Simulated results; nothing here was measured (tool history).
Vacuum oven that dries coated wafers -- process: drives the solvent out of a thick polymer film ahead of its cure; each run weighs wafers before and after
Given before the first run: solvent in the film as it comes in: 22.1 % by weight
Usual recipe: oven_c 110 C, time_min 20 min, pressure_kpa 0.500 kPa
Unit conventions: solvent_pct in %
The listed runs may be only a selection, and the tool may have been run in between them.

run 1 hour=0.0 | oven_c=110 time_min=20 pressure_kpa=0.500 | solvent_pct=1.87
run 2 hour=46.5 | oven_c=110 time_min=20 pressure_kpa=0.500 | solvent_pct=1.90
run 3 hour=80.0 | oven_c=110 time_min=20 pressure_kpa=0.500 | solvent_pct=1.87
run 4 hour=139.0 | oven_c=110 time_min=20 pressure_kpa=0.500 | solvent_pct=1.90
run 5 hour=186.7 | oven_c=110 time_min=20 pressure_kpa=0.500 | solvent_pct=1.89
run 6 hour=247.4 | oven_c=110 time_min=20 pressure_kpa=0.500 | solvent_pct=1.83
run 7 hour=277.5 | oven_c=110 time_min=20 pressure_kpa=0.500 | solvent_pct=1.91
run 8 hour=334.2 | oven_c=110 time_min=20 pressure_kpa=0.500 | solvent_pct=1.87
run 9 hour=390.4 | oven_c=110 time_min=20 pressure_kpa=0.500 | solvent_pct=1.88
run 10 hour=442.2 | oven_c=110 time_min=20 pressure_kpa=0.320 | solvent_pct=1.74
run 11 hour=495.1 | oven_c=110 time_min=20 pressure_kpa=0.320 | solvent_pct=1.70
run 12 hour=538.1 | oven_c=110 time_min=20 pressure_kpa=0.320 | solvent_pct=1.71
run 13 hour=573.8 | oven_c=110 time_min=20 pressure_kpa=0.320 | solvent_pct=1.74
run 14 hour=601.0 | oven_c=110 time_min=22 pressure_kpa=0.500 | solvent_pct=1.60
run 15 hour=653.2 | oven_c=110 time_min=22 pressure_kpa=0.500 | solvent_pct=2.08
run 16 hour=683.6 | oven_c=110 time_min=22 pressure_kpa=0.500 | solvent_pct=2.10
run 17 hour=740.8 | oven_c=110 time_min=22 pressure_kpa=0.500 | solvent_pct=2.10
run 18 hour=777.5 | oven_c=110 time_min=22 pressure_kpa=0.500 | solvent_pct=2.07
run 19 hour=830.5 | oven_c=110 time_min=20 pressure_kpa=0.539 | solvent_pct=2.41
run 20 hour=859.6 | oven_c=110 time_min=20 pressure_kpa=0.539 | solvent_pct=2.42
run 21 hour=891.4 | oven_c=110 time_min=20 pressure_kpa=0.539 | solvent_pct=2.41
run 22 hour=918.0 | oven_c=110 time_min=20 pressure_kpa=0.500 | solvent_pct=2.41
run 23 hour=963.7 | oven_c=110 time_min=20 pressure_kpa=0.500 | solvent_pct=2.39
run 24 hour=1024.3 | oven_c=110 time_min=20 pressure_kpa=0.500 | solvent_pct=2.40
run 25 hour=1061.6 | oven_c=108 time_min=12 pressure_kpa=1.724 | solvent_pct=6.46
run 26 hour=1114.6 | oven_c=106 time_min=11 pressure_kpa=1.740 | solvent_pct=7.71
run 27 hour=1144.6 | oven_c=107 time_min=33 pressure_kpa=1.727 | solvent_pct=2.96
run 28 hour=1171.2 | oven_c=120 time_min=20 pressure_kpa=1.706 | solvent_pct=1.90
run 29 hour=1207.9 | oven_c=108 time_min=16 pressure_kpa=1.366 | solvent_pct=4.60
run 30 hour=1256.9 | oven_c=113 time_min=32 pressure_kpa=0.911 | solvent_pct=1.47
run 31 hour=1287.5 | oven_c=113 time_min=14 pressure_kpa=0.500 | solvent_pct=3.12
run 32 hour=1320.7 | oven_c=110 time_min=14 pressure_kpa=0.302 | solvent_pct=3.78
run 33 hour=1381.2 | oven_c=107 time_min=20 pressure_kpa=0.500 | solvent_pct=3.05
run 34 hour=1439.0 | oven_c=106 time_min=29 pressure_kpa=0.391 | solvent_pct=1.94
run 35 hour=1468.0 | oven_c=105 time_min=20 pressure_kpa=0.500 | solvent_pct=2.95
run 36 hour=1529.0 | oven_c=110 time_min=23 pressure_kpa=0.398 | solvent_pct=1.35
run 37 hour=1567.6 | oven_c=107 time_min=28 pressure_kpa=1.733 | solvent_pct=2.69
run 38 hour=1632.1 | oven_c=97 time_min=29 pressure_kpa=1.303 | solvent_pct=4.49
run 39 hour=1667.3 | oven_c=110 time_min=29 pressure_kpa=0.251 | solvent_pct=0.70
run 40 hour=1728.6 | oven_c=104 time_min=32 pressure_kpa=0.616 | solvent_pct=1.61
run 41 hour=1756.3 | oven_c=109 time_min=20 pressure_kpa=0.500 | solvent_pct=2.04
run 42 hour=1791.7 | oven_c=109 time_min=26 pressure_kpa=0.365 | solvent_pct=1.14
run 43 hour=1832.5 | oven_c=110 time_min=24 pressure_kpa=0.670 | solvent_pct=1.54
run 44 hour=1887.0 | oven_c=110 time_min=24 pressure_kpa=0.670 | solvent_pct=1.46
run 45 hour=1929.7 | oven_c=109 time_min=11 pressure_kpa=0.670 | solvent_pct=5.17
run 46 hour=1968.2 | oven_c=109 time_min=11 pressure_kpa=0.670 | solvent_pct=5.17

The log once held 2 entries between its listed runs, left out of this copy. Where does each go, and what is different about the tool's unlogged condition between the listed run before it and the listed run after it?
Run 14 -> run 15: oven's thermocouples calibrated (hour 639.5)
  true wafer temperature over the reading, C: 2.91 -> 0.21; true pressure over the reading, kPa: 0.426 -> 0.434
  measured value less the no-hidden-state value, solvent_pct: -0.06 -> +0.39 %
Run 34 -> run 35: vacuum gauge cleaned of residue and calibrated (hour 1468.0)
  true wafer temperature over the reading, C: 0.89 -> 0.91; true pressure over the reading, kPa: 0.567 -> 0.008
  measured value less the no-hidden-state value, solvent_pct: +0.50 -> -0.23 %
